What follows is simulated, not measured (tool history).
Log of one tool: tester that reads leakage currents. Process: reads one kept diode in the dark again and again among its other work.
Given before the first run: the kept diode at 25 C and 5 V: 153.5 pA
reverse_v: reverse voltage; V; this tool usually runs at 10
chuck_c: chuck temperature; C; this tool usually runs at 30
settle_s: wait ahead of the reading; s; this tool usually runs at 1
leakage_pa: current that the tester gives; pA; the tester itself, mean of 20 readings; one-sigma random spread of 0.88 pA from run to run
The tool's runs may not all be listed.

run   hour  reverse_v  chuck_c  settle_s  leakage_pa
  1      0         10       30         1      252.39
  2   29.2         10       30         1      252.16
  3   59.5         10       30         1      252.01
  4   73.1        2.7       30         1      163.59
  5   98.3         10       30         1      250.25
  6  128.8         10       30         1      250.38
  7  145.3        7.3       30         1      224.45
  8  167.1         10       51         1     1246.65
  9  191.6         10       51         1     1245.61
 10  215.4         10       51         1     1244.56
 11  232.7         10       51         1     1245.71
 12  260.5        3.9       56      2.81     1316.32
 13  282.8         10       30      2.11      245.45
 14  307.9          5       27         1      153.44
 15  325.6          5       27         1      152.99
 16  356.9       17.3       27      1.76      229.65
 17  377.7       10.3       24      1.76      149.52

Run 18 comes next. What will it give?
 18  410.3       10.3       24      1.76           ?

leakage_pa: 150.33 pA
On a tool with no hidden condition, and with the same random variation, this run would have come out at leakage_pa 179.03 pA.

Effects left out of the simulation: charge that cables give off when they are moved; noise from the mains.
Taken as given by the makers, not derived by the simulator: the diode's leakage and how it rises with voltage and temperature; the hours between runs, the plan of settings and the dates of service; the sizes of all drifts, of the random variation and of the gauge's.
